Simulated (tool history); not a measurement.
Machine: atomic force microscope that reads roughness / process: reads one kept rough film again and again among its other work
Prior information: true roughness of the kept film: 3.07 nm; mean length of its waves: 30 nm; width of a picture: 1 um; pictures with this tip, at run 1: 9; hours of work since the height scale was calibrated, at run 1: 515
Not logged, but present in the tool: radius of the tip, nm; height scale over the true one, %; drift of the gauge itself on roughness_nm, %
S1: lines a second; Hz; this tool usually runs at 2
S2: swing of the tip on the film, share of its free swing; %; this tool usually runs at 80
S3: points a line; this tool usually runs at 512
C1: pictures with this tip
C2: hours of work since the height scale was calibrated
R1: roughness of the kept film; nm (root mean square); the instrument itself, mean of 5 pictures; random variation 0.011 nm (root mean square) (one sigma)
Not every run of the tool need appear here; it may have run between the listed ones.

run   hour  S1  S2   S3  C1   C2     R1
  1    0.0   2  80  512   9  515  2.339
  2   29.6   2  80  512  54  529  2.072
      42.5  -- new tip fitted
  3   67.1   2  80  512  38  545  2.163
      92.6  -- new tip fitted
  4  121.0   2  80  512  43  569  2.116
     143.1  -- new tip fitted
  5  158.3   2  80  512  23  586  2.266
     192.6  -- new tip fitted
  6  192.6   2  80  512   0  601  2.409

Run 7 comes next. What will it give?
     197.4  -- height scale calibrated on a step standard
  7  221.7   2  80  512  43  11   ?

R1: 2.121 nm (root mean square)
If the tool had no hidden condition, the same run with the same run-to-run variation would have returned R1 2.445 nm (root mean square).

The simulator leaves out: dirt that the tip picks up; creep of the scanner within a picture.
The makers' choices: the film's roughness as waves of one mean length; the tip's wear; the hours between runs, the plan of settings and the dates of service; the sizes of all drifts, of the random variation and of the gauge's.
